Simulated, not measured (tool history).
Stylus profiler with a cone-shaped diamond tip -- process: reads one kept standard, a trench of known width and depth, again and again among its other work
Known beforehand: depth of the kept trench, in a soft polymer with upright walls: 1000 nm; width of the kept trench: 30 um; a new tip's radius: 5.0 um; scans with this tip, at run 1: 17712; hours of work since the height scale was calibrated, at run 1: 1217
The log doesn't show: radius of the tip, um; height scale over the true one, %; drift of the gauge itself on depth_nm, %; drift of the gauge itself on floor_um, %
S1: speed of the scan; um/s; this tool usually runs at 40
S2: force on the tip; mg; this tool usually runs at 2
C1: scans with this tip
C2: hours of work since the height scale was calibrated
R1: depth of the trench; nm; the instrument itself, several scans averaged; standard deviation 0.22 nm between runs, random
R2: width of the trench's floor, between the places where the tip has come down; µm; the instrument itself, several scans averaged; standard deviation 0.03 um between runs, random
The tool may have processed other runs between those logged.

run,hour,S1,S2,C1,C2,R1,R2
1,0,40,2,17712,1217,1018.31,21.54
2,12.6,40,2,17848,1226,1018.19,21.5
3,24.8,40,2,17980,1235,1018.45,21.45
4,38.2,40,5.37,18124,1245,1032.41,21.6
5,51.7,40,5.37,18270,1255,1032.39,21.52
6,69.8,40,2.65,18464,1269,1021.11,21.47
7,90.6,40,2,18688,1284,1018.6,21.35
8,116.8,40,0.8,18970,1303,1011.8,21.29
9,140.3,40,0.8,19224,1321,1011.74,21.19
10,155.1,40,2.69,19383,1332,1022.03,21.38
11,178.2,40,2,19632,1349,1018.45,21.34
12,193.1,40,2,19792,1360,1018.48,21.31
13,214.4,40,2,20021,1376,1018.56,21.25
14,226.9,40,2,20156,1385,1018.63,21.22
15,254.1,40,2,20449,1405,1018.53,21.2
16,274.8,40,3.11,20672,1420,1024,21.24
17,300.9,40,3.11,20954,1440,1024.01,21.24
18,328.3,17,3.11,21249,1460,1023.84,21.34
19,353.9,17,3.11,21524,1479,1023.94,21.31
# hour 372.9: new tip fitted, height scale calibrated
20,372.9,17,3.11,0,0,1020.45,23.97
21,389.5,17,3.11,179,12,1020.5,23.94
22,401.2,17,3.11,305,21,1020.37,23.91
23,418.9,17,3.11,496,34,1020.46,23.95
24,442.9,17,3.11,754,52,1020.5,23.87
# hour 444.8: height scale calibrated on a step standard
25,470.6,143,0.74,1047,19,1007.98,22.36
26,492.3,143,0.74,1281,35,1008.77,22.3
27,517.8,28,0.89,1555,54,1009.65,23.56
# hour 539.6: height scale calibrated on a step standard, once more
28,543.3,28,0.89,1824,3,1008.1,23.51
29,560.9,14,3.53,2014,16,1021.26,23.7
30,582.7,14,3.53,2249,32,1021.24,23.61
31,598.7,17,0.75,2421,44,1007.58,23.5
32,611.4,47,3.95,2558,53,1023.39,23.45
33,627.1,64,1.23,2727,65,1010.65,23.14
34,638.6,20,3.4,2852,73,1021.75,23.58
35,654.9,20,3.4,3027,85,1020.3,23.49
36,670.7,43,0.85,3197,97,1008.39,23.13
37,698,12,0.82,3491,117,1007.95,23.41
38,725,20,2.9,3782,137,1019.15,23.42
39,739.8,20,2.9,3942,148,1019.2,23.41
40,756.8,67,5.56,4124,161,1029.66,23.19
41,778,67,5.56,4353,176,1029.25,23.16
42,796.5,67,5.56,4552,190,1029.5,23.13
43,822.1,24,2.54,4827,209,1017.83,23.2
44,847.9,33,1.78,5106,228,1013.98,23.06
45,860.4,19,1.48,5240,237,1012.55,23.14
46,881.5,12,1.41,5467,253,1011.7,23.19
47,896.7,12,1.41,5631,264,1011.73,23.12

A few steps of R1 between consecutive runs. Split each: what settings, incoming material and random variation would produce without the hidden state, and what is left over for the hidden state, along with gauge scatter present in only one of the two compared results (measured, and without hidden state):
Run 3 -> 4: S2 2 -> 5.37. R1 +13.96 nm: hidden state +0.08, all else +13.88.
Run 19 -> 20: new tip fitted, height scale calibrated. R1 -3.49 nm: hidden state -3.75, all else +0.26.
Run 24 -> 25: S1 17 -> 143, S2 3.11 -> 0.74, height scale calibrated on a step standard. R1 -12.52 nm: hidden state +0.12, all else -12.64.
Run 27 -> 28: height scale calibrated on a step standard, once more. R1 -1.55 nm: hidden state -1.02, all else -0.53.
Run 30 -> 31: S1 14 -> 17, S2 3.53 -> 0.75. R1 -13.66 nm: hidden state +0.04, all else -13.7.
Run 31 -> 32: S1 17 -> 47, S2 0.75 -> 3.95. R1 +15.81 nm: hidden state +0.02, all else +15.79.
